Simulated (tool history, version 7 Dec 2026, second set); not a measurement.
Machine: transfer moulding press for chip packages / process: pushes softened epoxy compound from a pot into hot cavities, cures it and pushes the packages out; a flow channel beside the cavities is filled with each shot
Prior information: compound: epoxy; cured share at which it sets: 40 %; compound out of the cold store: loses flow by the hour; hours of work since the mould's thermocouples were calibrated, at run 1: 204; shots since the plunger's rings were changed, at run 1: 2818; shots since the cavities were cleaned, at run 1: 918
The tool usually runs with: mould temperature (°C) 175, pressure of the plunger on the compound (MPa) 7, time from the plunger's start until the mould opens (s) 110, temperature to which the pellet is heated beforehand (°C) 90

run   hour  mould temperature (°C)  pressure of the plunger on the compound (MPa)  time from the plunger's start until the mould opens (s)  temperature to which the pellet is heated beforehand (°C)  hours of work since the mould's thermocouples were calibrated  shots since the plunger's rings were changed  shots since the cavities were cleaned  incoming compound's hours out of the cold store  length that the compound runs in the flow channel (mm)  greatest force on the pins that push the packages out (N)
  1      0                     175                                              7                                                      110                                                         90                                                            204                                          2818                                    918                                             40.9                                                     660                                                       1052
  2    5.7                     167                                              7                                                      110                                                         90                                                            207                                          2867                                    967                                             43.3                                                     693                                                       1773
  3   17.3                     167                                              7                                                      110                                                         90                                                            213                                          2968                                   1068                                             35.4                                                     712                                                       1854
  4   25.7                     175                                              7                                                      110                                                         90                                                            218                                          3040                                   1140                                               15                                                     721                                                       1137
      30.8  -- cavities cleaned with cleaning compound and waxed
  5   37.4                     175                                              7                                                      110                                                         90                                                            223                                          3127                                     56                                              8.2                                                     732                                                        615
  6   47.5                     175                                              7                                                      110                                                         90                                                            229                                          3214                                    143                                             11.5                                                     720                                                        664
      51.1  -- plunger's sealing rings changed
  7   58.2                     175                                              7                                                      110                                                         90                                                            233                                            61                                    214                                             26.6                                                     723                                                        719
  8   71.5                     175                                            7.6                                                      110                                                         90                                                            240                                           175                                    328                                             14.6                                                     773                                                        826
  9   78.8                     175                                            7.6                                                      110                                                         90                                                            244                                           238                                    391                                             29.8                                                     738                                                        810
 10   87.1                     175                                            7.6                                                      110                                                         90                                                            249                                           309                                    462                                             16.9                                                     761                                                        889
 11   97.8                     182                                              7                                                      110                                                         90                                                            254                                           402                                    555                                             40.5                                                     665                                                        765
 12  105.7                     182                                              7                                                      110                                                         90                                                            259                                           470                                    623                                             11.4                                                     713                                                        804
 13    115                     182                                              7                                                      110                                                         90                                                            264                                           550                                    703                                             24.8                                                     692                                                        812
 14  128.3                     182                                              7                                                      110                                                         90                                                            271                                           664                                    817                                             21.9                                                     702                                                        890
 15  141.8                     182                                              7                                                      110                                                         90                                                            278                                           781                                    934                                             20.5                                                     699                                                        884
 16  151.4                     182                                              7                                                      110                                                         90                                                            283                                           863                                   1016                                             38.3                                                     666                                                        932
 17  163.3                     179                                           6.72                                                      110                                                         92                                                            290                                           965                                   1118                                             17.7                                                     697                                                        977
     166.4  -- mould's thermocouples calibrated
     172.4  -- cavities cleaned with cleaning compound and waxed
 18  176.8                     178                                           5.93                                                      126                                                         81                                                              5                                          1052                                     38                                             46.1                                                     609                                                        461
 19  185.3                     178                                           5.93                                                      126                                                         81                                                              9                                          1125                                    111                                               10                                                     670                                                        547
 20  193.1                     178                                           5.93                                                      126                                                         81                                                             14                                          1192                                    178                                             28.5                                                     643                                                        583
 21  199.2                     176                                            5.4                                                      128                                                         97                                                             17                                          1244                                    230                                             41.6                                                     593                                                        618
 22  208.6                     175                                           6.07                                                      106                                                         90                                                             22                                          1326                                    312                                             35.6                                                     639                                                        816
       213  -- mould's thermocouples calibrated, once more
 23  216.1                     175                                           6.07                                                      106                                                         90                                                              2                                          1373                                    359                                             42.4                                                     635                                                        860
 24  221.7                     175                                           6.07                                                      143                                                         90                                                              5                                          1422                                    408                                             36.2                                                     638                                                        694
 25  227.6                     175                                           8.16                                                      143                                                         97                                                              8                                          1472                                    458                                             33.3                                                     747                                                        716
 26  238.3                     175                                           7.07                                                      135                                                         90                                                             14                                          1564                                    550                                             16.8                                                     729                                                        802
 27  246.8                     175                                           7.07                                                      135                                                         90                                                             18                                          1638                                    624                                             47.8                                                     666                                                        799
 28  255.8                     179                                           8.48                                                      135                                                         90                                                             23                                          1715                                    701                                             25.4                                                     769                                                        760

Hidden state or all else? Some run-to-run changes of length that the compound runs in the flow channel (mm), split into what the settings, what came in and random variation would give without the hidden state, and what is left for the hidden state (with any gauge scatter that isn't in both results):
Hidden conditions of the tool in this case: true mould temperature over the reading, C; pressure that reaches the compound, % of what is set; grip of the stained cavities, % over clean ones'; drift of the gauge itself on flow_mm, %; drift of the gauge itself on push_out_n, %.
Run 6 -> 7: plunger's sealing rings changed. length that the compound runs in the flow channel (mm) +3: hidden state +22, all else -19.
Run 22 -> 23: mould's thermocouples calibrated, once more. length that the compound runs in the flow channel (mm) -4: hidden state +3, all else -7.
Run 24 -> 25: pressure of the plunger on the compound (MPa) 6.07 -> 8.16, temperature to which the pellet is heated beforehand (°C) 90 -> 97. length that the compound runs in the flow channel (mm) +109: hidden state -2, all else +111.
Run 27 -> 28: mould temperature (°C) 175 -> 179, pressure of the plunger on the compound (MPa) 7.07 -> 8.48. length that the compound runs in the flow channel (mm) +103: hidden state -1, all else +104.
